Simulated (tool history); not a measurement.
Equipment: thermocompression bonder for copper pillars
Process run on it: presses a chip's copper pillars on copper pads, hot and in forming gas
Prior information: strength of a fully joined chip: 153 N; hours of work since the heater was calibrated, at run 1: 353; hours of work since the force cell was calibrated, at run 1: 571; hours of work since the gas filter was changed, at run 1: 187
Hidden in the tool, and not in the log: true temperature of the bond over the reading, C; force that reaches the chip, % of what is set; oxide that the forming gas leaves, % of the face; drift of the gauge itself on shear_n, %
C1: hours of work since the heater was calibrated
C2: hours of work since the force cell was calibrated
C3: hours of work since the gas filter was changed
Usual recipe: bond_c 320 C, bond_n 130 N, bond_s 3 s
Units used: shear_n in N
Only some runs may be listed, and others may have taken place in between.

Run 1, hour 0: usual settings; C1 353; C2 571; C3 187. Result: shear_n 74.7 N.
Run 2, hour 78.2: usual settings; C1 406; C2 624; C3 240. Result: shear_n 73.6 N.
Run 3, hour 137.2: usual settings; C1 446; C2 664; C3 280. Result: shear_n 73.2 N.
Run 4, hour 212.9: usual settings; C1 498; C2 716; C3 332. Result: shear_n 72.5 N.
At hour 225.5: forming gas filter changed.
Run 5, hour 256.7: usual settings; C1 527; C2 745; C3 21. Result: shear_n 78.8 N.
Run 6, hour 307.7: usual settings; C1 562; C2 780; C3 56. Result: shear_n 78.5 N.
Run 7, hour 353.4: usual settings; C1 593; C2 811; C3 87. Result: shear_n 77.6 N.
At hour 372.9: heater calibrated with a thermocouple chip.
Run 8, hour 410.4: usual settings; C1 25; C2 848; C3 124. Result: shear_n 72.9 N.
Run 9, hour 449.8: usual settings; C1 52; C2 875; C3 151. Result: shear_n 72.2 N.
Run 10, hour 484.8: usual settings; C1 76; C2 899; C3 175. Result: shear_n 71.3 N.
Run 11, hour 561.4: usual settings but bond_c 302 C, bond_n 99 N, bond_s 2 s; C1 128; C2 951; C3 227. Result: shear_n 38.2 N.
Run 12, hour 639.2: usual settings but bond_c 299 C, bond_n 123 N, bond_s 4 s; C1 181; C2 1003; C3 280. Result: shear_n 62.1 N.
Run 13, hour 693.6: usual settings but bond_n 87 N, bond_s 4 s; C1 218; C2 1040; C3 316. Result: shear_n 50.4 N.
At hour 730.3: forming gas filter changed.
Run 14, hour 730.3: usual settings but bond_c 340 C, bond_n 82 N, bond_s 7 s; C1 242; C2 1065; C3 0. Result: shear_n 74.3 N.
At hour 806.6: force cell calibrated.
Run 15, hour 807.3: usual settings but bond_c 340 C, bond_n 82 N, bond_s 7 s; C1 294; C2 1; C3 51. Result: shear_n 80.5 N.
Run 16, hour 852.1: usual settings but bond_c 299 C, bond_n 82 N, bond_s 2 s; C1 324; C2 31; C3 82. Result: shear_n 35.3 N.
Run 17, hour 890: usual settings but bond_c 311 C, bond_n 81 N, bond_s 2 s; C1 350; C2 57; C3 107. Result: shear_n 39 N.
Run 18, hour 949.1: usual settings but bond_c 299 C, bond_n 146 N, bond_s 2 s; C1 390; C2 97; C3 148. Result: shear_n 67.1 N.
Run 19, hour 1010.3: usual settings but bond_c 299 C, bond_n 146 N, bond_s 2 s; C1 431; C2 138; C3 189. Result: shear_n 66.3 N.

Entry by entry between the runs, the difference in hidden state between the last listed run before and the first listed run after:
After run 4, before run 5: forming gas filter changed (hour 225.5)
  true temperature of the bond over the reading, C: 6.6 -> 7; force that reaches the chip, % of what is set: 93.2 -> 92.9; oxide that the forming gas leaves, % of the face: 11.63 -> 1.2
  the result without the hidden state subtracted from the measured one, shear_n: -11 -> -2.4 N
After run 7, before run 8: heater calibrated with a thermocouple chip (hour 372.9)
  true temperature of the bond over the reading, C: 7.9 -> 0.9; force that reaches the chip, % of what is set: 92.3 -> 92; oxide that the forming gas leaves, % of the face: 3.5 -> 4.8
  the result without the hidden state subtracted from the measured one, shear_n: -4.4 -> -9.2 N
After run 13, before run 14: forming gas filter changed (hour 730.3)
  true temperature of the bond over the reading, C: 3.4 -> 3.7; force that reaches the chip, % of what is set: 90.3 -> 90.1; oxide that the forming gas leaves, % of the face: 11.29 -> 0.54
  the result without the hidden state subtracted from the measured one, shear_n: -11.2 -> -6 N
After run 14, before run 15: force cell calibrated (hour 806.6)
  true temperature of the bond over the reading, C: 3.7 -> 4.4; force that reaches the chip, % of what is set: 90.1 -> 99.9; oxide that the forming gas leaves, % of the face: 0.54 -> 2.23
  the result without the hidden state subtracted from the measured one, shear_n: -6 -> +0.8 N

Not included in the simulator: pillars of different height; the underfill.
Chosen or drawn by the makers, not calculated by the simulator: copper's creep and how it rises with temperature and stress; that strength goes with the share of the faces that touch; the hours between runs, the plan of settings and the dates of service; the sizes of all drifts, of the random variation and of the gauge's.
